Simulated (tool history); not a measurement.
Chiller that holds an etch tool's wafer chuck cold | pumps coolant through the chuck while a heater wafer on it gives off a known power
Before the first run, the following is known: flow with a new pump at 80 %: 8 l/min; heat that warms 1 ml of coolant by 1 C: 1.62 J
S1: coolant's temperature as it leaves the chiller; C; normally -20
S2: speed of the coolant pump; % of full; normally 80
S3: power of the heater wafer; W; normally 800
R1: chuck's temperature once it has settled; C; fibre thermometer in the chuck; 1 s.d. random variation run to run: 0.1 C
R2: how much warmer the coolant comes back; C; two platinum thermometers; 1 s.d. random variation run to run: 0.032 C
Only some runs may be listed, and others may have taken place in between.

| run | hour | S1 | S2 | S3 | R1 | R2 |
|---|---|---|---|---|---|---|
| 1 | 0 | -20 | 80 | 800 | -8.4 | 3.83 |
| 2 | 21.7 | -20 | 80 | 681 | -10 | 3.12 |
| 3 | 38.9 | -20 | 80 | 681 | -9.8 | 3.26 |
| 4 | 67.1 | -20 | 80 | 681 | -9.9 | 3.21 |
| 5 | 103.1 | -20 | 80 | 681 | -10 | 3.19 |
| 6 | 130.2 | -20 | 80 | 681 | -10 | 3.14 |
| 7 | 167.7 | -20 | 80 | 681 | -9.9 | 3.22 |
| 8 | 201.7 | -20 | 80 | 681 | -10 | 3.27 |
| 9 | 227.5 | -20 | 80 | 785 | -8.4 | 3.72 |
| 10 | 245 | -20 | 80 | 785 | -8.2 | 3.7 |
| 11 | 279.8 | -20 | 80 | 785 | -8.3 | 3.72 |
| 12 | 301.9 | -20 | 80 | 785 | -8.5 | 3.78 |
| 13 | 326.1 | -20 | 80 | 785 | -8.5 | 3.7 |
| 14 | 355.8 | -20 | 80 | 785 | -8.3 | 3.71 |
| 15 | 382.8 | -20 | 80 | 800 | -8.3 | 3.83 |
| 16 | 413.4 | -20 | 98 | 800 | -10.1 | 3.07 |
| 17 | 443.9 | -20 | 65 | 715 | -7.2 | 4.18 |
| 18 | 471 | -20 | 65 | 715 | -7.2 | 4.16 |
| 19 | 487.7 | -21 | 100 | 800 | -11.2 | 3.04 |
| 20 | 524.9 | -15 | 100 | 800 | -5.2 | 3.1 |
| 21 | 550 | -28 | 96 | 430 | -22.6 | 1.68 |
| 22 | 581.9 | -28 | 96 | 430 | -22.6 | 1.67 |
| 23 | 614.6 | -28 | 96 | 430 | -22.3 | 1.63 |
| 24 | 645.7 | -28 | 96 | 430 | -22.4 | 1.71 |
| 25 | 669.2 | -28 | 96 | 430 | -22.5 | 1.7 |
| 26 | 696.7 | -28 | 96 | 430 | -22.4 | 1.64 |
| 27 | 721.3 | -22 | 80 | 430 | -15.5 | 2.02 |
| 28 | 754.7 | -22 | 80 | 430 | -15.4 | 2 |
| 29 | 779.5 | -14 | 89 | 430 | -8.1 | 1.85 |
| 30 | 809.2 | -26 | 73 | 474 | -18.2 | 2.51 |
| 31 | 836.6 | -26 | 73 | 474 | -18.1 | 2.48 |

Some steps in R1 between neighbouring runs. How much of each would the tool show without its hidden state too (settings, what came in, random variation), and how much is left for the hidden state, with any gauge scatter that isn't in both results?
The hidden state here: heat passed by the chuck's channels, % of clean ones'; flow at a given pump speed, % of a new pump's; coolant's true temperature over the reading, C; drift of the gauge itself on chuck_c, C; drift of the gauge itself on warmer_back_c, C.
Run 8 -> 9: S3 681 -> 785. R1 +1.6 C: hidden state +0.4, all else +1.2.
Run 18 -> 19: S1 -20 -> -21, S2 65 -> 100, S3 715 -> 800. R1 -4 C: hidden state -0.5, all else -3.5.
Run 20 -> 21: S1 -15 -> -28, S2 100 -> 96, S3 800 -> 430. R1 -17.4 C: hidden state -0.9, all else -16.5.
Run 28 -> 29: S1 -22 -> -14, S2 80 -> 89. R1 +7.3 C: hidden state -0.1, all else +7.4.
Run 29 -> 30: S1 -14 -> -26, S2 89 -> 73, S3 430 -> 474. R1 -10.1 C: hidden state +0.3, all else -10.4.
